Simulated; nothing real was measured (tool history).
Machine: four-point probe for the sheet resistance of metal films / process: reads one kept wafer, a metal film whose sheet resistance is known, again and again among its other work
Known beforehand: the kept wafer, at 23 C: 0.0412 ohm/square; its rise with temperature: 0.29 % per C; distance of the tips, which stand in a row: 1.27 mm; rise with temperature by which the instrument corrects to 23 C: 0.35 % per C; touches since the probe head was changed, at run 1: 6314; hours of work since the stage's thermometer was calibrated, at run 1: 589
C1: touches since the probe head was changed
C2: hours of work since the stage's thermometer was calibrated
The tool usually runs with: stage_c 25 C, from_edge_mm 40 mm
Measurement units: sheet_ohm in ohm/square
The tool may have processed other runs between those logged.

Run 1, hour 0.0: usual settings; C1 6314; C2 589. Result: sheet_ohm 0.041026 ohm/square.
Run 2, hour 11.7: usual settings; C1 6541; C2 594. Result: sheet_ohm 0.041022 ohm/square.
Run 3, hour 24.0: usual settings but from_edge_mm 27 mm; C1 6778; C2 600. Result: sheet_ohm 0.041072 ohm/square.
Run 4, hour 34.8: usual settings but from_edge_mm 27 mm; C1 6988; C2 605. Result: sheet_ohm 0.041041 ohm/square.
Run 5, hour 44.0: usual settings; C1 7167; C2 609. Result: sheet_ohm 0.041022 ohm/square.
Run 6, hour 61.6: usual settings; C1 7508; C2 617. Result: sheet_ohm 0.041029 ohm/square.
Run 7, hour 71.6: usual settings; C1 7702; C2 622. Result: sheet_ohm 0.041021 ohm/square.
Run 8, hour 83.9: usual settings; C1 7941; C2 628. Result: sheet_ohm 0.041040 ohm/square.
Run 9, hour 96.6: usual settings but stage_c 20 C; C1 8187; C2 634. Result: sheet_ohm 0.041149 ohm/square.
Run 10, hour 107.9: usual settings but from_edge_mm 6 mm; C1 8406; C2 639. Result: sheet_ohm 0.041973 ohm/square.
Run 11, hour 120.9: usual settings but from_edge_mm 17 mm; C1 8659; C2 645. Result: sheet_ohm 0.041116 ohm/square.
Run 12, hour 138.9: usual settings but from_edge_mm 17 mm; C1 9007; C2 653. Result: sheet_ohm 0.041111 ohm/square.
Run 13, hour 157.3: usual settings but from_edge_mm 17 mm; C1 9364; C2 662. Result: sheet_ohm 0.041121 ohm/square.
Run 14, hour 167.0: usual settings but stage_c 27 C; C1 9553; C2 666. Result: sheet_ohm 0.040954 ohm/square.
Run 15, hour 176.6: usual settings; C1 9738; C2 671. Result: sheet_ohm 0.041015 ohm/square.
At hour 178.1: stage's thermometer calibrated.
Run 16, hour 195.2: usual settings; C1 10089; C2 8. Result: sheet_ohm 0.041034 ohm/square.
Run 17, hour 205.8: usual settings; C1 10295; C2 13. Result: sheet_ohm 0.041037 ohm/square.
Run 18, hour 215.0: usual settings; C1 10473; C2 17. Result: sheet_ohm 0.041032 ohm/square.
Run 19, hour 227.1: usual settings but stage_c 26 C, from_edge_mm 18 mm; C1 10709; C2 23. Result: sheet_ohm 0.041086 ohm/square.
Run 20, hour 236.6: usual settings but stage_c 32 C, from_edge_mm 16 mm; C1 10893; C2 27. Result: sheet_ohm 0.040959 ohm/square.
At hour 249.7: stage's thermometer calibrated, once more.
Run 21, hour 255.6: usual settings but stage_c 30 C, from_edge_mm 29 mm; C1 11250; C2 3. Result: sheet_ohm 0.040894 ohm/square.
Run 22, hour 264.0: usual settings but stage_c 18 C; C1 11413; C2 7. Result: sheet_ohm 0.041177 ohm/square.
Run 23, hour 282.1: usual settings but stage_c 18 C; C1 11764; C2 15. Result: sheet_ohm 0.041175 ohm/square.
Run 24, hour 290.1: usual settings but stage_c 31 C, from_edge_mm 6 mm; C1 11920; C2 19. Result: sheet_ohm 0.041793 ohm/square.
Run 25, hour 301.9: usual settings but stage_c 31 C, from_edge_mm 6 mm; C1 12148; C2 24. Result: sheet_ohm 0.041790 ohm/square.
Run 26, hour 314.1: usual settings but stage_c 31 C, from_edge_mm 6 mm; C1 12386; C2 30. Result: sheet_ohm 0.041780 ohm/square.
Run 27, hour 329.6: usual settings but from_edge_mm 16 mm; C1 12686; C2 37. Result: sheet_ohm 0.041101 ohm/square.
Run 28, hour 337.6: usual settings but from_edge_mm 16 mm; C1 12841; C2 41. Result: sheet_ohm 0.041111 ohm/square.
Run 29, hour 355.8: usual settings but stage_c 19 C, from_edge_mm 16 mm; C1 13194; C2 49. Result: sheet_ohm 0.041264 ohm/square.
Run 30, hour 364.1: usual settings but stage_c 23 C, from_edge_mm 14 mm; C1 13355; C2 53. Result: sheet_ohm 0.041213 ohm/square.
Run 31, hour 375.3: usual settings but stage_c 33 C, from_edge_mm 14 mm; C1 13572; C2 58. Result: sheet_ohm 0.040961 ohm/square.
Run 32, hour 392.5: usual settings but stage_c 31 C, from_edge_mm 12 mm; C1 13907; C2 66. Result: sheet_ohm 0.041058 ohm/square.
Run 33, hour 404.6: usual settings but stage_c 31 C, from_edge_mm 12 mm; C1 14139; C2 72. Result: sheet_ohm 0.041073 ohm/square.

Predict the results of run 34:
Run 34, hour 418.9: usual settings but stage_c 29 C, from_edge_mm 46 mm; C1 14417; C2 79. Result: sheet_ohm ?.

Run 34 came out at sheet_ohm 0.040904 ohm/square.
With the hidden condition absent and the run-to-run variation left alone, this run would have shown sheet_ohm 0.041085 ohm/square.

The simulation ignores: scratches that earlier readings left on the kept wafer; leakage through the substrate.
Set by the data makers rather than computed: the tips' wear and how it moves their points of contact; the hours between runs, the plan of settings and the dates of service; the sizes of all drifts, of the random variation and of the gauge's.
